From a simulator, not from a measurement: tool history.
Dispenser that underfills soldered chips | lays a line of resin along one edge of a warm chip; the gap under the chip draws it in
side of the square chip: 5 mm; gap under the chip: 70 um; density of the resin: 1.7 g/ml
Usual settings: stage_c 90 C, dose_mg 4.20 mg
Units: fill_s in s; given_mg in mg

| run | hour | stage_c | dose_mg | fill_s | given_mg |
|---|---|---|---|---|---|
| 1 | 0.0 | 90 | 4.20 | 11.0 | 4.01 |
| 2 | 3.0 | 90 | 4.20 | 12.9 | 4.00 |
|  | 6.0 | new syringe of resin |
| 3 | 6.3 | 90 | 4.20 | 10.4 | 4.02 |
| 4 | 12.3 | 90 | 4.20 | 13.2 | 4.00 |
|  | 14.8 | new syringe of resin |
|  | 15.8 | dispensing valve cleaned and set on the balance |
| 5 | 16.8 | 90 | 4.65 | 10.5 | 4.64 |
| 6 | 22.8 | 90 | 4.65 | 13.1 | 4.62 |
|  | 24.9 | new syringe of resin |
| 7 | 29.3 | 90 | 4.65 | 11.3 | 4.64 |
| 8 | 32.4 | 90 | 4.20 | 13.2 | 4.17 |
|  | 33.7 | new syringe of resin |
| 9 | 35.8 | 81 | 4.17 | 15.4 | 4.14 |
| 10 | 39.9 | 91 | 4.27 | 12.1 | 4.23 |
|  | 42.8 | new syringe of resin |
| 11 | 43.9 | 77 | 3.95 | 17.5 | 3.91 |
| 12 | 48.9 | 77 | 3.95 | 21.0 | 3.86 |
|  | 51.9 | new syringe of resin |
| 13 | 52.9 | 93 | 4.35 | 9.8 | 4.27 |
| 14 | 55.7 | 102 | 4.68 | 7.8 | 4.59 |
|  | 60.7 | new syringe of resin |
| 15 | 61.1 | 90 | 3.71 | 11.2 | 3.64 |
| 16 | 64.7 | 87 | 4.24 | 13.2 | 4.16 |

Forecast each of these 5 alternatives for the next run:
| A | 68.3 | 97 | 5.26 | ? | ? |
| B | 68.3 | 87 | 4.00 | ? | ? |
| C | 68.3 | 93 | 4.46 | ? | ? |
| D | 68.3 | 100 | 4.24 | ? | ? |
| E | 68.3 | 84 | 4.42 | ? | ? |

| run | fill_s | given_mg |
|---|---|---|
| A | 10.8 | 5.15 |
| B | 15.1 | 3.88 |
| C | 12.2 | 4.36 |
| D | 9.4 | 4.15 |
| E | 16.6 | 4.32 |
Without the tool's hidden state the same runs would have given:
| run | fill_s | given_mg |
|---|---|---|
| A | 8.3 | 5.28 |
| B | 11.5 | 3.98 |
| C | 9.4 | 4.48 |
| D | 7.2 | 4.26 |
| E | 12.7 | 4.43 |

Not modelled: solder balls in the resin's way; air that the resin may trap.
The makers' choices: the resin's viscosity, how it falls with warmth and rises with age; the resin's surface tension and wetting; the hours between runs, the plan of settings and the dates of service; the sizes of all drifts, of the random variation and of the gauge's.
